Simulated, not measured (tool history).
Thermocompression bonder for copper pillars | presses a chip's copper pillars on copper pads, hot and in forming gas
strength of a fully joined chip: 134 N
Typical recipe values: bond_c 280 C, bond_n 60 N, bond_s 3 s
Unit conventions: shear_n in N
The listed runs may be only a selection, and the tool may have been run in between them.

run,hour,bond_c,bond_n,bond_s,shear_n
1,0,280,60,3,85.1
2,15.1,280,60,3,84.6
3,29,306,60,3,101.7
4,50.1,306,60,3,101.8
5,79.8,306,60,3,102
6,112.9,306,60,3,101.6
7,145.5,280,60,2,72.5
8,174.4,280,60,2,70.6
9,192.3,280,60,2,70.4
10,212.7,280,60,2,69.9
11,232,280,60,2,70.3
12,250.2,280,60,2,69.6
13,283.7,280,60,3,78.7
14,306.9,280,60,4,83.8
# hour 318.5: heater calibrated with a thermocouple chip
15,330.7,280,50,4,86.8
16,353.4,280,50,4,84.3
# hour 368.1: forming gas filter changed
17,376.8,280,48,3,83.5
18,410.7,280,60,3,92.1
19,433.5,280,60,3,92
20,455.3,273,50,5,90.1
21,484.6,306,72,5,121.5
22,507.6,280,49,5,92.5
23,540.6,306,69,3,108.7
24,557.5,303,55,3,99.3
# hour 562.1: force cell calibrated
25,585.7,303,55,3,100.3

Estimate the outcome of run 26 from the log above:
26,614.1,280,71,2,?

shear_n: 85.5 N
If the tool had no hidden condition, the same run with the same run-to-run variation would have returned shear_n 89.5 N.
